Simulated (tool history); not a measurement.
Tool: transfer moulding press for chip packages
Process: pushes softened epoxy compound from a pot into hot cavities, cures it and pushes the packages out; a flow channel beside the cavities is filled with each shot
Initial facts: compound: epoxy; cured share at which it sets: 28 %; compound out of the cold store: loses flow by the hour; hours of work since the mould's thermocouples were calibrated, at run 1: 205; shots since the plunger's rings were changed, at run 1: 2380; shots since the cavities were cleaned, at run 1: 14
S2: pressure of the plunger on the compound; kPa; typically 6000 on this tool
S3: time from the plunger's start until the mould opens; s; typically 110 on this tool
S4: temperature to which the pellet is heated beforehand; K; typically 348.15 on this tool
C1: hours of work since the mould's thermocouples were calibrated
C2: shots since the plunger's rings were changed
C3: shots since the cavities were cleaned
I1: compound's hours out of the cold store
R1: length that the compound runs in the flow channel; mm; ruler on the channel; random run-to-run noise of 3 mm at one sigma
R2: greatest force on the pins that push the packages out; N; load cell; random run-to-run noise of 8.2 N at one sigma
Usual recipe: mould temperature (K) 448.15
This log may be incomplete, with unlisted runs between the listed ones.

Run 1, day 0: usual settings; C1 205; C2 2380; C3 14; I1 8.6. Result: R1 747 mm, R2 381 N.
Run 2, day 0.879: usual settings; C1 215; C2 2563; C3 197; I1 32.6. Result: R1 623 mm, R2 347 N.
Run 3, day 1.692: usual settings; C1 224; C2 2732; C3 366; I1 25.6. Result: R1 659 mm, R2 358 N.
Run 4, day 2.129: usual settings; C1 229; C2 2824; C3 458; I1 16.5. Result: R1 699 mm, R2 377 N.
Run 5, day 2.954: usual settings but S3 105 s; C1 239; C2 2996; C3 630; I1 24.4. Result: R1 662 mm, R2 381 N.
Run 6, day 3.758: usual settings but S3 105 s; C1 248; C2 3163; C3 797; I1 46.5. Result: R1 568 mm, R2 383 N.
At day 4.188: cavities cleaned with cleaning compound and waxed.
Run 7, day 4.775: usual settings but S3 105 s; C1 259; C2 3362; C3 121; I1 44. Result: R1 573 mm, R2 370 N.
Run 8, day 5.375: usual settings; C1 266; C2 3488; C3 247; I1 43.2. Result: R1 584 mm, R2 353 N.
Run 9, day 5.917: usual settings; C1 272; C2 3601; C3 360; I1 12.6. Result: R1 727 mm, R2 375 N.
Run 10, day 6.429: usual settings; C1 278; C2 3708; C3 467; I1 17.1. Result: R1 704 mm, R2 377 N.
Run 11, day 7.142: usual settings; C1 286; C2 3856; C3 615; I1 14. Result: R1 717 mm, R2 368 N.
Run 12, day 8.138: usual settings; C1 297; C2 4064; C3 823; I1 28.2. Result: R1 645 mm, R2 361 N.
At day 8.421: cavities cleaned with cleaning compound and waxed.
Run 13, day 8.892: usual settings; C1 305; C2 4208; C3 98; I1 40.1. Result: R1 592 mm, R2 379 N.
At day 9.608: plunger's sealing rings changed.
Run 14, day 9.821: usual settings; C1 315; C2 44; C3 270; I1 13.7. Result: R1 721 mm, R2 388 N.
Run 15, day 10.875: usual settings but S4 356.15 K; C1 327; C2 264; C3 490; I1 27.4. Result: R1 644 mm, R2 356 N.
Run 16, day 11.521: usual settings but S4 356.15 K; C1 334; C2 399; C3 625; I1 43.2. Result: R1 575 mm, R2 364 N.
Run 17, day 12.012: usual settings but S4 356.15 K; C1 340; C2 501; C3 727; I1 23.8. Result: R1 665 mm, R2 371 N.
At day 12.767: cavities cleaned with cleaning compound and waxed.
Run 18, day 13.017: usual settings but mould temperature (K) 443.15, S2 6920 kPa, S3 136 s, S4 353.15 K; C1 350; C2 697; C3 51; I1 22.9. Result: R1 730 mm, R2 357 N.
Run 19, day 13.992: usual settings but mould temperature (K) 450.15, S3 141 s; C1 361; C2 901; C3 255; I1 10.3. Result: R1 727 mm, R2 319 N.
Run 20, day 14.788: usual settings but S4 339.15 K; C1 371; C2 1067; C3 421; I1 14. Result: R1 714 mm, R2 386 N.
Run 21, day 15.383: usual settings but mould temperature (K) 451.15, S2 4790 kPa, S3 113 s, S4 339.15 K; C1 377; C2 1191; C3 545; I1 21.9. Result: R1 598 mm, R2 337 N.
Run 22, day 16.188: usual settings but mould temperature (K) 452.15, S2 5560 kPa, S3 95 s; C1 387; C2 1359; C3 713; I1 27.1. Result: R1 617 mm, R2 379 N.
At day 16.962: cavities cleaned with cleaning compound and waxed.
Run 23, day 17.179: usual settings but mould temperature (K) 452.15, S2 5560 kPa, S3 95 s; C1 397; C2 1553; C3 45; I1 45.7. Result: R1 546 mm, R2 379 N.
Run 24, day 18.083: usual settings but mould temperature (K) 442.15; C1 408; C2 1741; C3 233; I1 43.5. Result: R1 595 mm, R2 462 N.
Run 25, day 18.746: usual settings but mould temperature (K) 442.15; C1 415; C2 1879; C3 371; I1 23.6. Result: R1 678 mm, R2 498 N.
Run 26, day 19.454: usual settings but mould temperature (K) 442.15; C1 423; C2 2027; C3 519; I1 22.9. Result: R1 681 mm, R2 498 N.
Run 27, day 20.25: usual settings but mould temperature (K) 440.15, S2 5360 kPa, S3 130 s, S4 355.15 K; C1 432; C2 2193; C3 685; I1 15.5. Result: R1 683 mm, R2 417 N.
Run 28, day 20.825: usual settings but mould temperature (K) 444.15, S2 6820 kPa, S3 130 s, S4 355.15 K; C1 439; C2 2313; C3 805; I1 13.4. Result: R1 773 mm, R2 357 N.

Forecast each of these 3 alternatives for the next run:
At day 21.212: cavities cleaned with cleaning compound and waxed.
Run A, day 21.8: usual settings but mould temperature (K) 444.15, S2 4710 kPa, S4 355.15 K; C1 449; C2 2503; C3 122; I1 18.4. Result: R1 ?, R2 ?.
At day 21.212: cavities cleaned with cleaning compound and waxed.
Run B, day 21.8: usual settings but S2 4920 kPa, S4 345.15 K; C1 449; C2 2503; C3 122; I1 11.4. Result: R1 ?, R2 ?.
At day 21.212: cavities cleaned with cleaning compound and waxed.
Run C, day 21.8: usual settings but mould temperature (K) 444.15, S2 6820 kPa, S3 127 s, S4 355.15 K; C1 449; C2 2503; C3 122; I1 27.9. Result: R1 ?, R2 ?.

run   R1   R2
  A  623  419
  B  660  388
  C  697  360
With no hidden state in the tool, these same runs would have given:
run   R1   R2
  A  623  418
  B  660  386
  C  697  359
